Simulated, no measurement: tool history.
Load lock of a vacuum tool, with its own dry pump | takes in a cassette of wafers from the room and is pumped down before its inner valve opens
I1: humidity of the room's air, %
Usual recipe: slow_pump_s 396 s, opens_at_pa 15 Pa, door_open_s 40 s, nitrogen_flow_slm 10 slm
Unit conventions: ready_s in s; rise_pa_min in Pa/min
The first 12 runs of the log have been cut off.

run 13 hour=3215.1 | slow_pump_s=396 opens_at_pa=15 door_open_s=40 nitrogen_flow_slm=10 | I1=46.9 | ready_s=518.5 rise_pa_min=0.246
run 14 hour=3582.8 | slow_pump_s=396 opens_at_pa=15 door_open_s=40 nitrogen_flow_slm=6 | I1=45.4 | ready_s=525.8 rise_pa_min=0.265
run 15 hour=3773.9 | slow_pump_s=396 opens_at_pa=15 door_open_s=40 nitrogen_flow_slm=6 | I1=47.8 | ready_s=525.2 rise_pa_min=0.280
run 16 hour=3984.9 | slow_pump_s=396 opens_at_pa=15 door_open_s=40 nitrogen_flow_slm=10 | I1=43.7 | ready_s=518.7 rise_pa_min=0.288
run 17 hour=4304.4 | slow_pump_s=396 opens_at_pa=24 door_open_s=40 nitrogen_flow_slm=10 | I1=46.1 | ready_s=512.8 rise_pa_min=0.304
run 18 hour=4621.7 | slow_pump_s=396 opens_at_pa=11 door_open_s=40 nitrogen_flow_slm=10 | I1=47.3 | ready_s=532.9 rise_pa_min=0.317
run 19 hour=4839.8 | slow_pump_s=396 opens_at_pa=11 door_open_s=46 nitrogen_flow_slm=5 | I1=43.7 | ready_s=528.5 rise_pa_min=0.340
run 20 hour=5017.8 | slow_pump_s=218 opens_at_pa=15 door_open_s=28 nitrogen_flow_slm=10 | I1=48.0 | ready_s=362.6 rise_pa_min=0.338
run 21 hour=5402.1 | slow_pump_s=229 opens_at_pa=11 door_open_s=33 nitrogen_flow_slm=10 | I1=44.5 | ready_s=381.4 rise_pa_min=0.372
run 22 hour=5795.1 | slow_pump_s=229 opens_at_pa=11 door_open_s=33 nitrogen_flow_slm=10 | I1=47.5 | ready_s=382.1 rise_pa_min=0.399
run 23 hour=5966.1 | slow_pump_s=229 opens_at_pa=11 door_open_s=33 nitrogen_flow_slm=10 | I1=45.7 | ready_s=378.9 rise_pa_min=0.412
run 24 hour=6138.9 | slow_pump_s=295 opens_at_pa=12 door_open_s=136 nitrogen_flow_slm=6 | I1=48.1 | ready_s=444.3 rise_pa_min=0.464
run 25 hour=6485.3 | slow_pump_s=295 opens_at_pa=12 door_open_s=136 nitrogen_flow_slm=6 | I1=45.4 | ready_s=444.1 rise_pa_min=0.486
run 26 hour=6854.5 | slow_pump_s=324 opens_at_pa=16 door_open_s=136 nitrogen_flow_slm=6 | I1=44.8 | ready_s=465.7 rise_pa_min=0.504
run 27 hour=7088.5 | slow_pump_s=324 opens_at_pa=16 door_open_s=136 nitrogen_flow_slm=6 | I1=46.6 | ready_s=466.3 rise_pa_min=0.528
run 28 hour=7394.7 | slow_pump_s=474 opens_at_pa=21 door_open_s=40 nitrogen_flow_slm=36 | I1=41.9 | ready_s=592.9 rise_pa_min=0.508
run 29 hour=7703.2 | slow_pump_s=474 opens_at_pa=16 door_open_s=40 nitrogen_flow_slm=21 | I1=42.9 | ready_s=593.5 rise_pa_min=0.542
run 30 hour=8051.1 | slow_pump_s=749 opens_at_pa=14 door_open_s=100 nitrogen_flow_slm=23 | I1=40.7 | ready_s=845.3 rise_pa_min=0.572
run 31 hour=8428.0 | slow_pump_s=228 opens_at_pa=14 door_open_s=100 nitrogen_flow_slm=4 | I1=45.2 | ready_s=379.7 rise_pa_min=0.628
run 32 hour=8709.3 | slow_pump_s=396 opens_at_pa=15 door_open_s=84 nitrogen_flow_slm=39 | I1=43.0 | ready_s=527.1 rise_pa_min=0.627
-- hour=8802.6 dry pump taken out, an overhauled one fitted
-- hour=8834.9 door's seal changed, seat wiped
run 33 hour=9028.4 | slow_pump_s=452 opens_at_pa=18 door_open_s=164 nitrogen_flow_slm=23 | I1=45.1 | ready_s=544.1 rise_pa_min=0.044
run 34 hour=9419.5 | slow_pump_s=452 opens_at_pa=18 door_open_s=164 nitrogen_flow_slm=23 | I1=44.8 | ready_s=546.1 rise_pa_min=0.049
run 35 hour=9773.7 | slow_pump_s=218 opens_at_pa=15 door_open_s=40 nitrogen_flow_slm=10 | I1=46.2 | ready_s=336.4 rise_pa_min=0.029
run 36 hour=10128.8 | slow_pump_s=396 opens_at_pa=19 door_open_s=40 nitrogen_flow_slm=43 | I1=45.4 | ready_s=495.4 rise_pa_min=0.025

Forecast each of these 4 alternatives for the next run:
run A hour=10429.5 | slow_pump_s=205 opens_at_pa=29 door_open_s=29 nitrogen_flow_slm=10 | I1=44.3 | ready_s=? rise_pa_min=?
run B hour=10429.5 | slow_pump_s=396 opens_at_pa=15 door_open_s=40 nitrogen_flow_slm=43 | I1=47.2 | ready_s=? rise_pa_min=?
run C hour=10429.5 | slow_pump_s=396 opens_at_pa=15 door_open_s=116 nitrogen_flow_slm=10 | I1=46.8 | ready_s=? rise_pa_min=?
run D hour=10429.5 | slow_pump_s=682 opens_at_pa=27 door_open_s=40 nitrogen_flow_slm=34 | I1=43.6 | ready_s=? rise_pa_min=?

run=A ready_s=314.0 rise_pa_min=0.039
run=B ready_s=501.3 rise_pa_min=0.043
run=C ready_s=500.8 rise_pa_min=0.077
run=D ready_s=751.6 rise_pa_min=0.037
With no hidden state in the tool, these same runs would have given:
run=A ready_s=310.6 rise_pa_min=0.009
run=B ready_s=498.3 rise_pa_min=0.013
run=C ready_s=497.9 rise_pa_min=0.047
run=D ready_s=749.6 rise_pa_min=0.008

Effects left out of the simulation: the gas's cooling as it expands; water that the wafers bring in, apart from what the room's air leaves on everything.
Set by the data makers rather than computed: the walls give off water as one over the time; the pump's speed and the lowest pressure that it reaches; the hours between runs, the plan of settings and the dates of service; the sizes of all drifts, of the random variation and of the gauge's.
